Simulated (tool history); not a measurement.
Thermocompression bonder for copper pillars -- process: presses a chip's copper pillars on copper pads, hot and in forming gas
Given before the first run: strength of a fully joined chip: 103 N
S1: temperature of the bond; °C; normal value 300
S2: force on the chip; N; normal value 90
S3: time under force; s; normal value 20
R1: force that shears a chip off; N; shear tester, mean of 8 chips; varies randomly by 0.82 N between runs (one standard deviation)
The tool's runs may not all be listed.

| run | hour | S1 | S2 | S3 | R1 |
|---|---|---|---|---|---|
| 1 | 0 | 300 | 90 | 20 | 59.2 |
| 2 | 28.6 | 277 | 90 | 20 | 46.1 |
| 3 | 76.6 | 277 | 90 | 20 | 46.7 |
| 4 | 124.3 | 277 | 90 | 20 | 44.5 |
| 5 | 160.8 | 312 | 90 | 20 | 64.4 |
| 6 | 210.9 | 312 | 90 | 20 | 61.9 |
| 7 | 269.5 | 300 | 119 | 20 | 64.1 |
| 8 | 333.9 | 300 | 119 | 20 | 64.2 |
| 9 | 393.2 | 300 | 119 | 20 | 64 |
| 10 | 449 | 300 | 90 | 20 | 54.7 |
|  | 474.5 | forming gas filter changed |
| 11 | 511.2 | 271 | 90 | 20 | 41.3 |
| 12 | 555.2 | 300 | 95 | 20 | 59 |
| 13 | 601.6 | 300 | 95 | 52 | 75.8 |
| 14 | 641.1 | 300 | 95 | 52 | 76.9 |
| 15 | 674.6 | 300 | 95 | 52 | 75.5 |
|  | 709.9 | force cell calibrated |
| 16 | 723.4 | 300 | 97 | 20 | 61.2 |
|  | 751.8 | heater calibrated with a thermocouple chip |
| 17 | 752.5 | 300 | 113 | 20 | 70.3 |
| 18 | 799.1 | 300 | 113 | 20 | 70.2 |
| 19 | 852.5 | 300 | 113 | 18 | 68.4 |
| 20 | 896.3 | 300 | 113 | 18 | 68.4 |
| 21 | 933.2 | 305 | 60 | 18 | 50.1 |
| 22 | 965.3 | 305 | 60 | 18 | 49.9 |
| 23 | 997.2 | 305 | 60 | 18 | 48.5 |
| 24 | 1028.8 | 329 | 109 | 16 | 77.1 |
| 25 | 1064.9 | 307 | 57 | 13 | 41.5 |
| 26 | 1118.2 | 307 | 57 | 40 | 60.5 |
| 27 | 1153.5 | 276 | 102 | 29 | 56.4 |
| 28 | 1206.3 | 275 | 78 | 44 | 53.7 |
| 29 | 1251.6 | 275 | 78 | 44 | 51.8 |
| 30 | 1288.3 | 298 | 60 | 28 | 48.6 |
| 31 | 1316.6 | 298 | 60 | 28 | 48.9 |
| 32 | 1363.3 | 283 | 73 | 13 | 34.5 |
| 33 | 1399.2 | 319 | 123 | 60 | 89.1 |
| 34 | 1463.3 | 319 | 123 | 60 | 87.8 |
| 35 | 1509 | 319 | 123 | 60 | 87.7 |
|  | 1517.4 | forming gas filter changed |
| 36 | 1550.2 | 292 | 58 | 15 | 36.5 |
| 37 | 1602.6 | 281 | 90 | 28 | 53.1 |
| 38 | 1638.8 | 300 | 97 | 33 | 69.9 |
| 39 | 1700.3 | 300 | 65 | 25 | 51.2 |

5 options for the next run, each taken on its own from the tool as it stands now. Forecast them:
| A | 1759.8 | 300 | 90 | 10 | ? |
| B | 1759.8 | 297 | 58 | 38 | ? |
| C | 1759.8 | 272 | 108 | 28 | ? |
| D | 1759.8 | 323 | 57 | 29 | ? |
| E | 1759.8 | 304 | 65 | 25 | ? |

| run | R1 |
|---|---|
| A | 46.1 |
| B | 51.3 |
| C | 50.9 |
| D | 60.6 |
| E | 51.5 |
Had the tool no hidden state, the same runs would have come out as:
| run | R1 |
|---|---|
| A | 54.2 |
| B | 59.7 |
| C | 60 |
| D | 69 |
| E | 59.8 |
